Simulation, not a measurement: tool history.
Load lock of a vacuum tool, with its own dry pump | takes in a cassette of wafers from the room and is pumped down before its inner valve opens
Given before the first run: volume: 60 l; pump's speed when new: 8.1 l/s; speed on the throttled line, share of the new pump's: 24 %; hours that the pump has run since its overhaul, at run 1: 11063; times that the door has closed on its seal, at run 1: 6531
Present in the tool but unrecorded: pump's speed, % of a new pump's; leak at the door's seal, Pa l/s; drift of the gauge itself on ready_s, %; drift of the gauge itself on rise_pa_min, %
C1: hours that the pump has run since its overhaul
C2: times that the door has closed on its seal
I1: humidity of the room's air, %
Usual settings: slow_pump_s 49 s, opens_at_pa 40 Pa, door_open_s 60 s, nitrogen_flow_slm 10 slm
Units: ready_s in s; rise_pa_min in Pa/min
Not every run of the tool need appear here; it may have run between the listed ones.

run 1 hour=0 | slow_pump_s=49 opens_at_pa=40 door_open_s=60 nitrogen_flow_slm=10 | C1=11063 C2=6531 | I1=48 | ready_s=102.8 rise_pa_min=0.043
run 2 hour=343.2 | slow_pump_s=49 opens_at_pa=40 door_open_s=60 nitrogen_flow_slm=10 | C1=11406 C2=7013 | I1=45.3 | ready_s=103.3 rise_pa_min=0.042
run 3 hour=865.8 | slow_pump_s=49 opens_at_pa=40 door_open_s=60 nitrogen_flow_slm=10 | C1=11929 C2=7748 | I1=42.1 | ready_s=104.9 rise_pa_min=0.039
run 4 hour=1245.7 | slow_pump_s=49 opens_at_pa=40 door_open_s=60 nitrogen_flow_slm=10 | C1=12309 C2=8281 | I1=45.6 | ready_s=103.5 rise_pa_min=0.05
run 5 hour=1478 | slow_pump_s=49 opens_at_pa=40 door_open_s=60 nitrogen_flow_slm=10 | C1=12541 C2=8608 | I1=44.2 | ready_s=103.9 rise_pa_min=0.05
run 6 hour=1999.8 | slow_pump_s=49 opens_at_pa=40 door_open_s=60 nitrogen_flow_slm=10 | C1=13063 C2=9341 | I1=48.2 | ready_s=104.5 rise_pa_min=0.054
run 7 hour=2432.3 | slow_pump_s=49 opens_at_pa=57 door_open_s=60 nitrogen_flow_slm=10 | C1=13495 C2=9949 | I1=44.3 | ready_s=101.2 rise_pa_min=0.044
run 8 hour=2809.9 | slow_pump_s=49 opens_at_pa=57 door_open_s=60 nitrogen_flow_slm=10 | C1=13873 C2=10479 | I1=42.2 | ready_s=101.4 rise_pa_min=0.049
run 9 hour=3102.4 | slow_pump_s=49 opens_at_pa=40 door_open_s=60 nitrogen_flow_slm=10 | C1=14165 C2=10890 | I1=45.6 | ready_s=104.6 rise_pa_min=0.051
run 10 hour=3428.4 | slow_pump_s=49 opens_at_pa=40 door_open_s=60 nitrogen_flow_slm=10 | C1=14491 C2=11348 | I1=45 | ready_s=106.2 rise_pa_min=0.052
run 11 hour=3814.1 | slow_pump_s=49 opens_at_pa=40 door_open_s=60 nitrogen_flow_slm=10 | C1=14877 C2=11890 | I1=45.2 | ready_s=106.2 rise_pa_min=0.054
run 12 hour=4152.9 | slow_pump_s=49 opens_at_pa=40 door_open_s=60 nitrogen_flow_slm=10 | C1=15216 C2=12366 | I1=43.6 | ready_s=106.4 rise_pa_min=0.058
run 13 hour=4497.6 | slow_pump_s=87 opens_at_pa=40 door_open_s=60 nitrogen_flow_slm=10 | C1=15561 C2=12851 | I1=45.8 | ready_s=132.7 rise_pa_min=0.059
run 14 hour=4780.3 | slow_pump_s=87 opens_at_pa=40 door_open_s=60 nitrogen_flow_slm=10 | C1=15843 C2=13248 | I1=45.5 | ready_s=133.7 rise_pa_min=0.057
run 15 hour=5070.8 | slow_pump_s=87 opens_at_pa=40 door_open_s=60 nitrogen_flow_slm=10 | C1=16134 C2=13656 | I1=47.7 | ready_s=133 rise_pa_min=0.061
run 16 hour=5489.4 | slow_pump_s=49 opens_at_pa=40 door_open_s=60 nitrogen_flow_slm=10 | C1=16552 C2=14244 | I1=43.9 | ready_s=106.3 rise_pa_min=0.058
run 17 hour=5983.6 | slow_pump_s=49 opens_at_pa=40 door_open_s=60 nitrogen_flow_slm=10 | C1=17047 C2=14939 | I1=43.4 | ready_s=108.7 rise_pa_min=0.056
run 18 hour=6326.2 | slow_pump_s=49 opens_at_pa=40 door_open_s=60 nitrogen_flow_slm=10 | C1=17389 C2=15420 | I1=46.8 | ready_s=107.8 rise_pa_min=0.061
run 19 hour=6555.4 | slow_pump_s=49 opens_at_pa=40 door_open_s=60 nitrogen_flow_slm=10 | C1=17618 C2=15742 | I1=43.9 | ready_s=108.1 rise_pa_min=0.061
run 20 hour=6973.2 | slow_pump_s=49 opens_at_pa=40 door_open_s=31 nitrogen_flow_slm=10 | C1=18036 C2=16329 | I1=43.8 | ready_s=108.9 rise_pa_min=0.065
run 21 hour=7385.6 | slow_pump_s=36 opens_at_pa=40 door_open_s=29 nitrogen_flow_slm=9 | C1=18449 C2=16909 | I1=47.9 | ready_s=98.6 rise_pa_min=0.053
run 22 hour=7681.1 | slow_pump_s=36 opens_at_pa=40 door_open_s=29 nitrogen_flow_slm=9 | C1=18744 C2=17324 | I1=46.3 | ready_s=100.4 rise_pa_min=0.061
run 23 hour=8190.4 | slow_pump_s=49 opens_at_pa=28 door_open_s=54 nitrogen_flow_slm=10 | C1=19253 C2=18039 | I1=45.5 | ready_s=115.1 rise_pa_min=0.072
run 24 hour=8627.6 | slow_pump_s=83 opens_at_pa=40 door_open_s=60 nitrogen_flow_slm=10 | C1=19691 C2=18654 | I1=44.3 | ready_s=134.3 rise_pa_min=0.074
-- hour=8858.7 dry pump taken out, an overhauled one fitted
run 25 hour=8962 | slow_pump_s=83 opens_at_pa=40 door_open_s=58 nitrogen_flow_slm=10 | C1=103 C2=19115 | I1=45.3 | ready_s=120.5 rise_pa_min=0.075
run 26 hour=9238 | slow_pump_s=68 opens_at_pa=40 door_open_s=89 nitrogen_flow_slm=10 | C1=379 C2=19503 | I1=44.6 | ready_s=109 rise_pa_min=0.085
run 27 hour=9552.3 | slow_pump_s=68 opens_at_pa=40 door_open_s=89 nitrogen_flow_slm=10 | C1=694 C2=19945 | I1=47.5 | ready_s=110.2 rise_pa_min=0.085
run 28 hour=10025.7 | slow_pump_s=49 opens_at_pa=47 door_open_s=60 nitrogen_flow_slm=6 | C1=1167 C2=20610 | I1=45.4 | ready_s=95.8 rise_pa_min=0.08
run 29 hour=10395.4 | slow_pump_s=49 opens_at_pa=32 door_open_s=30 nitrogen_flow_slm=11 | C1=1537 C2=21129 | I1=46.7 | ready_s=98.5 rise_pa_min=0.071
run 30 hour=10926.6 | slow_pump_s=49 opens_at_pa=32 door_open_s=30 nitrogen_flow_slm=11 | C1=2068 C2=21876 | I1=47.1 | ready_s=97.1 rise_pa_min=0.075
run 31 hour=11234.9 | slow_pump_s=49 opens_at_pa=32 door_open_s=72 nitrogen_flow_slm=16 | C1=2376 C2=22309 | I1=44.9 | ready_s=99 rise_pa_min=0.079
run 32 hour=11482.7 | slow_pump_s=45 opens_at_pa=30 door_open_s=53 nitrogen_flow_slm=10 | C1=2624 C2=22657 | I1=44.5 | ready_s=95.5 rise_pa_min=0.082
run 33 hour=11947.4 | slow_pump_s=71 opens_at_pa=30 door_open_s=44 nitrogen_flow_slm=13 | C1=3089 C2=23310 | I1=44.4 | ready_s=117.5 rise_pa_min=0.077
run 34 hour=12253.1 | slow_pump_s=37 opens_at_pa=40 door_open_s=158 nitrogen_flow_slm=10 | C1=3394 C2=23739 | I1=47 | ready_s=88 rise_pa_min=0.111
run 35 hour=12777.6 | slow_pump_s=80 opens_at_pa=53 door_open_s=60 nitrogen_flow_slm=7 | C1=3919 C2=24477 | I1=48.1 | ready_s=118.5 rise_pa_min=0.096
run 36 hour=13040.5 | slow_pump_s=24 opens_at_pa=53 door_open_s=44 nitrogen_flow_slm=7 | C1=4182 C2=24846 | I1=45 | ready_s=76.3 rise_pa_min=0.083

Predict each of these 5 candidate next runs independently; none follows another, all start after run 36:
run A hour=13512.7 | slow_pump_s=56 opens_at_pa=40 door_open_s=103 nitrogen_flow_slm=17 | C1=4654 C2=25509 | I1=49.5 | ready_s=? rise_pa_min=?
run B hour=13512.7 | slow_pump_s=26 opens_at_pa=48 door_open_s=70 nitrogen_flow_slm=10 | C1=4654 C2=25509 | I1=45.3 | ready_s=? rise_pa_min=?
run C hour=13512.7 | slow_pump_s=49 opens_at_pa=39 door_open_s=75 nitrogen_flow_slm=6 | C1=4654 C2=25509 | I1=41.3 | ready_s=? rise_pa_min=?
run D hour=13512.7 | slow_pump_s=24 opens_at_pa=47 door_open_s=44 nitrogen_flow_slm=7 | C1=4654 C2=25509 | I1=42.3 | ready_s=? rise_pa_min=?
run E hour=13512.7 | slow_pump_s=35 opens_at_pa=44 door_open_s=38 nitrogen_flow_slm=7 | C1=4654 C2=25509 | I1=44.1 | ready_s=? rise_pa_min=?

run=A ready_s=103.4 rise_pa_min=0.106
run=B ready_s=79.1 rise_pa_min=0.09
run=C ready_s=98.1 rise_pa_min=0.096
run=D ready_s=78.2 rise_pa_min=0.086
run=E ready_s=88 rise_pa_min=0.087
With no hidden state in the tool, these same runs would have given:
run=A ready_s=101.6 rise_pa_min=0.048
run=B ready_s=77.1 rise_pa_min=0.032
run=C ready_s=96.3 rise_pa_min=0.039
run=D ready_s=76.2 rise_pa_min=0.028
run=E ready_s=86.1 rise_pa_min=0.028
